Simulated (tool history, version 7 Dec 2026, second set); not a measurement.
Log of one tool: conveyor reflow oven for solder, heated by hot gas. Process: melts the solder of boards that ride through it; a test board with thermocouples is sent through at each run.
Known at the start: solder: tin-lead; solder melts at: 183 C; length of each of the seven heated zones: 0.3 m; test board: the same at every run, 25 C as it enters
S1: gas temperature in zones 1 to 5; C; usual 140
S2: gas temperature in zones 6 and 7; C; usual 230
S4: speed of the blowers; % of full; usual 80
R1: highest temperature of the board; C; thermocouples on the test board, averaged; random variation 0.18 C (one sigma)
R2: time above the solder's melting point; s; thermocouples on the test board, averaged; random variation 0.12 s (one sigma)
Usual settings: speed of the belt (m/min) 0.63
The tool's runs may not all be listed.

run 1 hour=0 | S1=140 S2=230 speed_of_the_belt_(m/min)=0.63 S4=80 | R1=216 R2=42.6
run 2 hour=30.9 | S1=140 S2=230 speed_of_the_belt_(m/min)=0.629 S4=80 | R1=215.7 R2=42.7
run 3 hour=65.2 | S1=140 S2=230 speed_of_the_belt_(m/min)=0.629 S4=80 | R1=215.7 R2=42.4
run 4 hour=106.7 | S1=140 S2=230 speed_of_the_belt_(m/min)=0.63 S4=80 | R1=214.9 R2=42.4
run 5 hour=139.5 | S1=140 S2=222 speed_of_the_belt_(m/min)=0.63 S4=80 | R1=208 R2=37.7
run 6 hour=174.1 | S1=140 S2=222 speed_of_the_belt_(m/min)=0.63 S4=80 | R1=208 R2=37.5
run 7 hour=201.5 | S1=140 S2=222 speed_of_the_belt_(m/min)=0.63 S4=80 | R1=207.4 R2=37.3
run 8 hour=223.9 | S1=140 S2=222 speed_of_the_belt_(m/min)=0.549 S4=80 | R1=210.5 R2=46.6
run 9 hour=252.4 | S1=151 S2=230 speed_of_the_belt_(m/min)=0.63 S4=80 | R1=215.7 R2=46.2
run 10 hour=284.1 | S1=155 S2=230 speed_of_the_belt_(m/min)=0.63 S4=80 | R1=216.4 R2=47.9
run 11 hour=309.5 | S1=127 S2=230 speed_of_the_belt_(m/min)=0.63 S4=80 | R1=211.4 R2=36.6
-- hour=316.6 belt drive overhauled, speed set with a stopwatch
-- hour=354.7 flux residue cleaned out of gas plates and filters
run 12 hour=356.3 | S1=127 S2=230 speed_of_the_belt_(m/min)=0.63 S4=62 | R1=208 R2=33.1
run 13 hour=387.2 | S1=127 S2=230 speed_of_the_belt_(m/min)=0.63 S4=62 | R1=207.4 R2=33.2
run 14 hour=406.8 | S1=152 S2=230 speed_of_the_belt_(m/min)=0.712 S4=80 | R1=214.4 R2=40
run 15 hour=443.1 | S1=149 S2=240 speed_of_the_belt_(m/min)=0.618 S4=80 | R1=225.8 R2=51.4
run 16 hour=469.7 | S1=135 S2=230 speed_of_the_belt_(m/min)=0.629 S4=53 | R1=204.9 R2=32.1
run 17 hour=497.5 | S1=140 S2=233 speed_of_the_belt_(m/min)=0.517 S4=80 | R1=222.8 R2=57.4
run 18 hour=522.2 | S1=140 S2=233 speed_of_the_belt_(m/min)=0.517 S4=80 | R1=222.2 R2=57.7
run 19 hour=560.3 | S1=140 S2=233 speed_of_the_belt_(m/min)=0.517 S4=80 | R1=222 R2=57.2
-- hour=581.6 belt drive overhauled, speed set with a stopwatch, once more
run 20 hour=583.3 | S1=140 S2=233 speed_of_the_belt_(m/min)=0.517 S4=80 | R1=221.7 R2=56.8
run 21 hour=617.9 | S1=140 S2=233 speed_of_the_belt_(m/min)=0.517 S4=80 | R1=221.8 R2=56.6

Run 22 comes next. What will it give?
run 22 hour=658 | S1=143 S2=229 speed_of_the_belt_(m/min)=0.646 S4=80 | R1=? R2=?

R1: 212.5 C
R2: 40 s
Without the tool's hidden state the same run would have given R1 215.3 C, R2 42.1 s.

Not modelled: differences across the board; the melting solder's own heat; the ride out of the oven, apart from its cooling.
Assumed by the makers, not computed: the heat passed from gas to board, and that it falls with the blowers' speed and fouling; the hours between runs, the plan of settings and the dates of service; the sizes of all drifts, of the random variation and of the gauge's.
